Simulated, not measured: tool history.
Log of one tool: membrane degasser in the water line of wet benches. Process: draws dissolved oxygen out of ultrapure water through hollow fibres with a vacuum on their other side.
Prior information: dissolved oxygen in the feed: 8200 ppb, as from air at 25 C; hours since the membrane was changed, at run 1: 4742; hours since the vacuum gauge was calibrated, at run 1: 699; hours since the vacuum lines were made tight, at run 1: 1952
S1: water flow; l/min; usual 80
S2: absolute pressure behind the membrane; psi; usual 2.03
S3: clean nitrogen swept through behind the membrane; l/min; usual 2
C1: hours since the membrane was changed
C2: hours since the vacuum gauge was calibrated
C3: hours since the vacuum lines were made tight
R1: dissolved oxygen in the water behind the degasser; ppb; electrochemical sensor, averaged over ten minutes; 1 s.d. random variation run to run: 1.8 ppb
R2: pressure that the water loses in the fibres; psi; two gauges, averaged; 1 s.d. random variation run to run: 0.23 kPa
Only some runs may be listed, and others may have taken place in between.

run,hour,S1,S2,S3,C1,C2,C3,R1,R2
1,0,80,2.03,2,4742,699,1952,800.2,8.621
2,78,80,2.03,2,4820,777,2030,803.6,8.651
3,179,80,2.03,2,4921,878,2131,801.1,8.634
4,283.8,80,2.03,2,5025,982,2236,797.5,8.667
5,352.1,80,2.03,2,5094,1051,2304,804,8.672
6,449.8,80,2.03,2,5192,1148,2402,801.9,8.608
7,547,80,2.03,2,5289,1246,2499,805.3,8.583
8,638.1,80,2.03,2,5380,1337,2590,799.9,8.641
9,695.6,80,2.03,1.74,5437,1394,2647,885.5,8.622
10,795.5,80,2.03,2,5537,1494,2747,801.1,8.58
11,912.4,82,2.03,0.83,5654,1611,2864,1459.6,8.781
12,1011,53,2.81,3.39,5753,1710,2963,545.5,5.728
13,1113,53,2.81,3.39,5855,1812,3065,544.7,5.717
14,1181.5,67,4.47,2.67,5923,1880,3133,1294.3,7.145
15,1235.2,119,1.26,2.43,5977,1934,3187,521.9,12.779
16,1338.5,80,2.38,1.45,6080,2037,3290,1204.1,8.527
17,1414.3,80,2.38,1.45,6156,2113,3366,1205,8.576
18,1475.1,58,2.03,2,6217,2174,3427,621.7,6.154
19,1562.6,58,2.03,2,6304,2261,3514,619.2,6.171
20,1628.6,93,2.03,4.2,6370,2327,3580,506.7,9.935

Branching from run 20: 4 alternative next runs. What would each branch give?
A,1702.1,59,2.03,3.06,6444,2401,3654,?,?
B,1702.1,93,1.51,2.47,6444,2401,3654,?,?
C,1702.1,106,3.32,1.03,6444,2401,3654,?,?
D,1702.1,97,1.32,1.65,6444,2401,3654,?,?

run,R1,R2
A,444.5,6.296
B,530.7,9.974
C,2466,11.326
D,609.5,10.361
The same runs, with their run-to-run variation unchanged, on a tool lacking any hidden condition would have given:
run,R1,R2
A,444.3,6.387
B,530.4,10.119
C,2465.7,11.491
D,609.1,10.512
